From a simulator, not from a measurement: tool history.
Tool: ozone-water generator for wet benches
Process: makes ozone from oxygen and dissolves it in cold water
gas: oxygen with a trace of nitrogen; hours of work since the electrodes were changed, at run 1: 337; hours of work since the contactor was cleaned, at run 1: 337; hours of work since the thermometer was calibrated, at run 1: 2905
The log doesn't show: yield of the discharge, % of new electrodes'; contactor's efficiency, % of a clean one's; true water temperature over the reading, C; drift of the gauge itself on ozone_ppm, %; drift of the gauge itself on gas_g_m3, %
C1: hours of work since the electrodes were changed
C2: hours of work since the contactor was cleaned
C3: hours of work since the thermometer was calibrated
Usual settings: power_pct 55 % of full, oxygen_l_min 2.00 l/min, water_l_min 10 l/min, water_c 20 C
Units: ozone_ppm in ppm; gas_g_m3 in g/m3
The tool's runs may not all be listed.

Run 1, hour 0.0: usual settings; C1 337; C2 337; C3 2905. Result: ozone_ppm 21.8 ppm, gas_g_m3 219.7 g/m3.
Run 2, hour 25.2: usual settings; C1 354; C2 354; C3 2921. Result: ozone_ppm 22.0 ppm, gas_g_m3 217.3 g/m3.
Run 3, hour 37.7: usual settings; C1 362; C2 362; C3 2929. Result: ozone_ppm 22.1 ppm, gas_g_m3 218.6 g/m3.
Run 4, hour 64.0: usual settings; C1 378; C2 378; C3 2946. Result: ozone_ppm 21.9 ppm, gas_g_m3 220.2 g/m3.
Run 5, hour 85.3: usual settings but water_c 24 C; C1 392; C2 392; C3 2960. Result: ozone_ppm 20.8 ppm, gas_g_m3 219.7 g/m3.
Run 6, hour 105.9: usual settings; C1 405; C2 405; C3 2973. Result: ozone_ppm 22.0 ppm, gas_g_m3 218.8 g/m3.
Run 7, hour 130.2: usual settings but water_c 13 C; C1 421; C2 421; C3 2988. Result: ozone_ppm 24.3 ppm, gas_g_m3 220.3 g/m3.
Run 8, hour 153.9: usual settings but water_c 13 C; C1 436; C2 436; C3 3004. Result: ozone_ppm 24.0 ppm, gas_g_m3 217.4 g/m3.
Run 9, hour 167.9: usual settings but water_c 13 C; C1 445; C2 445; C3 3012. Result: ozone_ppm 23.8 ppm, gas_g_m3 218.5 g/m3.
Run 10, hour 185.8: usual settings but water_c 13 C; C1 456; C2 456; C3 3024. Result: ozone_ppm 23.7 ppm, gas_g_m3 219.0 g/m3.
Run 11, hour 213.6: usual settings but water_c 13 C; C1 474; C2 474; C3 3042. Result: ozone_ppm 23.7 ppm, gas_g_m3 218.9 g/m3.
Run 12, hour 242.2: usual settings but water_c 13 C; C1 492; C2 492; C3 3060. Result: ozone_ppm 23.6 ppm, gas_g_m3 218.3 g/m3.
Run 13, hour 256.4: usual settings but water_c 13 C; C1 501; C2 501; C3 3069. Result: ozone_ppm 23.8 ppm, gas_g_m3 216.6 g/m3.
Run 14, hour 286.7: usual settings but water_c 13 C; C1 521; C2 521; C3 3088. Result: ozone_ppm 23.9 ppm, gas_g_m3 217.6 g/m3.
Run 15, hour 317.5: usual settings but water_c 13 C; C1 540; C2 540; C3 3108. Result: ozone_ppm 23.6 ppm, gas_g_m3 217.0 g/m3.
Run 16, hour 345.3: usual settings; C1 558; C2 558; C3 3126. Result: ozone_ppm 22.1 ppm, gas_g_m3 218.5 g/m3.
Run 17, hour 367.2: usual settings; C1 572; C2 572; C3 3140. Result: ozone_ppm 21.9 ppm, gas_g_m3 214.9 g/m3.
Run 18, hour 386.5: usual settings but power_pct 97 % of full, oxygen_l_min 2.67 l/min, water_l_min 15 l/min, water_c 17 C; C1 584; C2 584; C3 3152. Result: ozone_ppm 24.3 ppm, gas_g_m3 276.5 g/m3.
Run 19, hour 399.1: usual settings but water_c 14 C; C1 592; C2 592; C3 3160. Result: ozone_ppm 23.7 ppm, gas_g_m3 215.8 g/m3.
Run 20, hour 417.3: usual settings but water_l_min 11 l/min, water_c 19 C; C1 604; C2 604; C3 3172. Result: ozone_ppm 20.4 ppm, gas_g_m3 217.8 g/m3.
Run 21, hour 433.4: usual settings but power_pct 47 % of full, water_l_min 11 l/min; C1 614; C2 614; C3 3182. Result: ozone_ppm 18.3 ppm, gas_g_m3 195.6 g/m3.

The next listed run, before its measurement:
Run 22, hour 455.4: usual settings but power_pct 63 % of full, oxygen_l_min 3.50 l/min, water_l_min 11 l/min; C1 628; C2 628; C3 3196. Result: ozone_ppm ?, gas_g_m3 ?.

ozone_ppm: 23.5 ppm
gas_g_m3: 184.8 g/m3
Without the tool's hidden state the same run would have given ozone_ppm 24.3 ppm, gas_g_m3 187.9 g/m3.
